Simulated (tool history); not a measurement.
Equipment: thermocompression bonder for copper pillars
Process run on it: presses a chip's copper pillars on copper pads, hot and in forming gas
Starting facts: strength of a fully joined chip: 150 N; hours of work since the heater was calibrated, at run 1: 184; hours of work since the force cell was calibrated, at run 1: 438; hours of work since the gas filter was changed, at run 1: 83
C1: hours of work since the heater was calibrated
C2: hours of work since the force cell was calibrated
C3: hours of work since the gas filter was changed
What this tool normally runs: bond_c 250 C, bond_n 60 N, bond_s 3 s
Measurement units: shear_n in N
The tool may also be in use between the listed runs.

{"run": 1, "hour": 0.0, "bond_c": 250, "bond_n": 60, "bond_s": 3, "C1": 184, "C2": 438, "C3": 83, "shear_n": 51.0}
{"run": 2, "hour": 12.8, "bond_c": 250, "bond_n": 60, "bond_s": 3, "C1": 194, "C2": 448, "C3": 92, "shear_n": 50.5}
{"run": 3, "hour": 24.1, "bond_c": 250, "bond_n": 60, "bond_s": 3, "C1": 202, "C2": 456, "C3": 100, "shear_n": 50.6}
{"hour": 33.3, "done": "forming gas filter changed"}
{"run": 4, "hour": 40.7, "bond_c": 250, "bond_n": 60, "bond_s": 3, "C1": 214, "C2": 468, "C3": 6, "shear_n": 53.0}
{"run": 5, "hour": 49.8, "bond_c": 250, "bond_n": 60, "bond_s": 3, "C1": 221, "C2": 474, "C3": 12, "shear_n": 53.1}
{"run": 6, "hour": 65.5, "bond_c": 250, "bond_n": 60, "bond_s": 3, "C1": 232, "C2": 486, "C3": 24, "shear_n": 51.5}
{"run": 7, "hour": 80.4, "bond_c": 250, "bond_n": 60, "bond_s": 3, "C1": 243, "C2": 497, "C3": 35, "shear_n": 50.7}
{"run": 8, "hour": 96.2, "bond_c": 250, "bond_n": 60, "bond_s": 3, "C1": 255, "C2": 509, "C3": 46, "shear_n": 51.5}
{"run": 9, "hour": 114.5, "bond_c": 250, "bond_n": 60, "bond_s": 3, "C1": 268, "C2": 522, "C3": 60, "shear_n": 50.2}
{"run": 10, "hour": 133.5, "bond_c": 250, "bond_n": 60, "bond_s": 3, "C1": 282, "C2": 536, "C3": 74, "shear_n": 50.8}
{"run": 11, "hour": 147.4, "bond_c": 250, "bond_n": 60, "bond_s": 3, "C1": 292, "C2": 546, "C3": 84, "shear_n": 49.6}
{"run": 12, "hour": 159.0, "bond_c": 258, "bond_n": 60, "bond_s": 3, "C1": 301, "C2": 555, "C3": 93, "shear_n": 55.7}
{"run": 13, "hour": 173.1, "bond_c": 258, "bond_n": 60, "bond_s": 3, "C1": 311, "C2": 565, "C3": 103, "shear_n": 52.8}
{"hour": 179.2, "done": "forming gas filter changed"}
{"run": 14, "hour": 182.9, "bond_c": 258, "bond_n": 60, "bond_s": 3, "C1": 318, "C2": 572, "C3": 3, "shear_n": 59.1}
{"run": 15, "hour": 203.8, "bond_c": 250, "bond_n": 61, "bond_s": 3, "C1": 334, "C2": 587, "C3": 18, "shear_n": 51.9}
{"run": 16, "hour": 218.6, "bond_c": 250, "bond_n": 60, "bond_s": 3, "C1": 344, "C2": 598, "C3": 29, "shear_n": 51.9}
{"run": 17, "hour": 229.9, "bond_c": 250, "bond_n": 60, "bond_s": 5, "C1": 353, "C2": 607, "C3": 37, "shear_n": 63.5}
{"run": 18, "hour": 246.7, "bond_c": 250, "bond_n": 60, "bond_s": 5, "C1": 365, "C2": 619, "C3": 50, "shear_n": 62.2}
{"run": 19, "hour": 258.4, "bond_c": 252, "bond_n": 60, "bond_s": 3, "C1": 374, "C2": 628, "C3": 58, "shear_n": 51.5}
{"run": 20, "hour": 277.1, "bond_c": 252, "bond_n": 60, "bond_s": 3, "C1": 388, "C2": 641, "C3": 72, "shear_n": 50.1}
{"run": 21, "hour": 292.0, "bond_c": 252, "bond_n": 60, "bond_s": 3, "C1": 399, "C2": 652, "C3": 83, "shear_n": 51.9}
{"run": 22, "hour": 302.5, "bond_c": 234, "bond_n": 84, "bond_s": 4, "C1": 406, "C2": 660, "C3": 91, "shear_n": 58.4}
{"run": 23, "hour": 321.8, "bond_c": 250, "bond_n": 60, "bond_s": 7, "C1": 420, "C2": 674, "C3": 105, "shear_n": 66.0}
{"hour": 325.8, "done": "forming gas filter changed"}
{"run": 24, "hour": 338.7, "bond_c": 254, "bond_n": 60, "bond_s": 3, "C1": 433, "C2": 686, "C3": 9, "shear_n": 54.6}
{"run": 25, "hour": 353.2, "bond_c": 254, "bond_n": 60, "bond_s": 3, "C1": 443, "C2": 697, "C3": 20, "shear_n": 54.6}
{"run": 26, "hour": 370.4, "bond_c": 254, "bond_n": 60, "bond_s": 3, "C1": 456, "C2": 710, "C3": 33, "shear_n": 53.5}
{"run": 27, "hour": 384.0, "bond_c": 254, "bond_n": 60, "bond_s": 3, "C1": 466, "C2": 720, "C3": 43, "shear_n": 53.3}
{"run": 28, "hour": 399.8, "bond_c": 250, "bond_n": 60, "bond_s": 2, "C1": 478, "C2": 731, "C3": 54, "shear_n": 42.1}
{"run": 29, "hour": 412.8, "bond_c": 225, "bond_n": 38, "bond_s": 2, "C1": 487, "C2": 741, "C3": 64, "shear_n": 19.5}
{"run": 30, "hour": 428.2, "bond_c": 235, "bond_n": 73, "bond_s": 2, "C1": 498, "C2": 752, "C3": 75, "shear_n": 39.3}
{"run": 31, "hour": 447.5, "bond_c": 235, "bond_n": 73, "bond_s": 2, "C1": 513, "C2": 767, "C3": 90, "shear_n": 39.0}
{"run": 32, "hour": 456.7, "bond_c": 235, "bond_n": 73, "bond_s": 2, "C1": 519, "C2": 773, "C3": 96, "shear_n": 38.6}
{"run": 33, "hour": 465.7, "bond_c": 235, "bond_n": 73, "bond_s": 2, "C1": 526, "C2": 780, "C3": 103, "shear_n": 38.8}

For run 34, what comes out?
{"hour": 472.9, "done": "forming gas filter changed"}
{"run": 34, "hour": 480.2, "bond_c": 251, "bond_n": 40, "bond_s": 3, "C1": 536, "C2": 790, "C3": 5, "shear_n": "?"}

shear_n: 37.4 N
Were there no unlogged condition in the tool, this run, its random variation unchanged, would have produced shear_n 38.0 N.

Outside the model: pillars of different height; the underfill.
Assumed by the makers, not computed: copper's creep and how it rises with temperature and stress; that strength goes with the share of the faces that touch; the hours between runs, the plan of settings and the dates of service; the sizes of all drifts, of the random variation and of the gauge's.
